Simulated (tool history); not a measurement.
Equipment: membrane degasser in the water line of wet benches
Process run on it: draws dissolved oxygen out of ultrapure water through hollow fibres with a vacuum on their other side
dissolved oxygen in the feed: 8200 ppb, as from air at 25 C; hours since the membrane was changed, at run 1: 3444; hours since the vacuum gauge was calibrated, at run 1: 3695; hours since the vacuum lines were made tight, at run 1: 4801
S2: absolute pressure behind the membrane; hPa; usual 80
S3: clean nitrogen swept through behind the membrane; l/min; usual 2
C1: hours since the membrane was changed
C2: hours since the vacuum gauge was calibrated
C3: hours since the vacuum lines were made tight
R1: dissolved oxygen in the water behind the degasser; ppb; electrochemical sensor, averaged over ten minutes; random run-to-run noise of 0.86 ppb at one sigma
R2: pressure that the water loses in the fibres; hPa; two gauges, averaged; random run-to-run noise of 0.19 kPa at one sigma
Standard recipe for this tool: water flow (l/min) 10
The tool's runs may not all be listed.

run 1 hour=0 | water_flow_(l/min)=10 S2=80 S3=2 | C1=3444 C2=3695 C3=4801 | R1=85.7 R2=365.9
run 2 hour=59.2 | water_flow_(l/min)=10 S2=80 S3=2 | C1=3504 C2=3754 C3=4860 | R1=86.2 R2=367.4
run 3 hour=126.3 | water_flow_(l/min)=10 S2=163 S3=2 | C1=3571 C2=3821 C3=4927 | R1=187 R2=366.1
run 4 hour=189 | water_flow_(l/min)=10 S2=163 S3=2 | C1=3633 C2=3884 C3=4990 | R1=187.5 R2=366.1
run 5 hour=256.1 | water_flow_(l/min)=10 S2=163 S3=2 | C1=3701 C2=3951 C3=5057 | R1=186.9 R2=367.2
run 6 hour=315.2 | water_flow_(l/min)=10 S2=80 S3=3.5 | C1=3760 C2=4010 C3=5116 | R1=62.3 R2=365.6
run 7 hour=386.3 | water_flow_(l/min)=10 S2=80 S3=2 | C1=3831 C2=4081 C3=5187 | R1=86.3 R2=365.8
-- hour=426.4 seals of the vacuum lines changed
run 8 hour=428.8 | water_flow_(l/min)=7 S2=80 S3=2 | C1=3871 C2=4122 C3=2 | R1=46 R2=261.1
run 9 hour=471.4 | water_flow_(l/min)=9 S2=80 S3=2 | C1=3914 C2=4164 C3=45 | R1=69.9 R2=328.6
run 10 hour=537.2 | water_flow_(l/min)=11 S2=80 S3=2 | C1=3980 C2=4230 C3=111 | R1=105 R2=405.9
run 11 hour=622.9 | water_flow_(l/min)=11 S2=80 S3=2 | C1=4065 C2=4316 C3=197 | R1=104.4 R2=406.5
run 12 hour=712.4 | water_flow_(l/min)=11 S2=80 S3=2 | C1=4155 C2=4405 C3=286 | R1=106.2 R2=399.8
run 13 hour=798.5 | water_flow_(l/min)=11 S2=80 S3=1.62 | C1=4241 C2=4491 C3=372 | R1=121.3 R2=402
run 14 hour=846.8 | water_flow_(l/min)=7 S2=80 S3=2 | C1=4289 C2=4540 C3=420 | R1=46.6 R2=253.7
run 15 hour=888.6 | water_flow_(l/min)=10 S2=80 S3=2 | C1=4331 C2=4581 C3=462 | R1=86 R2=368.5
run 16 hour=975.3 | water_flow_(l/min)=10 S2=80 S3=2 | C1=4418 C2=4668 C3=549 | R1=88.2 R2=369.6
run 17 hour=1065.9 | water_flow_(l/min)=7 S2=80 S3=4.64 | C1=4508 C2=4759 C3=639 | R1=22.8 R2=260.2
run 18 hour=1112.8 | water_flow_(l/min)=10 S2=88.6 S3=0.86 | C1=4555 C2=4806 C3=686 | R1=183.8 R2=369.6
run 19 hour=1151.2 | water_flow_(l/min)=10 S2=144.4 S3=1.36 | C1=4594 C2=4844 C3=725 | R1=225.6 R2=365.7
run 20 hour=1196 | water_flow_(l/min)=10 S2=144.4 S3=1.36 | C1=4638 C2=4889 C3=770 | R1=225.9 R2=369.4
run 21 hour=1265.1 | water_flow_(l/min)=7 S2=80 S3=1.84 | C1=4708 C2=4958 C3=839 | R1=50.7 R2=258.1
run 22 hour=1310.4 | water_flow_(l/min)=8 S2=111.8 S3=1.53 | C1=4753 C2=5003 C3=884 | R1=113.3 R2=293.6
run 23 hour=1374.3 | water_flow_(l/min)=13 S2=91.9 S3=1.9 | C1=4817 C2=5067 C3=948 | R1=182.5 R2=480
run 24 hour=1440.1 | water_flow_(l/min)=13 S2=91.9 S3=1.9 | C1=4883 C2=5133 C3=1014 | R1=180.4 R2=477.8
run 25 hour=1509 | water_flow_(l/min)=13 S2=95.9 S3=5.12 | C1=4951 C2=5202 C3=1083 | R1=119.5 R2=481

Run 26 comes next. What will it give?
run 26 hour=1560.8 | water_flow_(l/min)=13 S2=95.9 S3=5.12 | C1=5003 C2=5254 C3=1134 | R1=? R2=?

{"run 26": {"R1": 118.8, "R2": 476.5}}
Take away the tool's hidden state, keep the run-to-run variation as it was, and the same run would have given R1 110.1 ppb, R2 467.5 hPa.
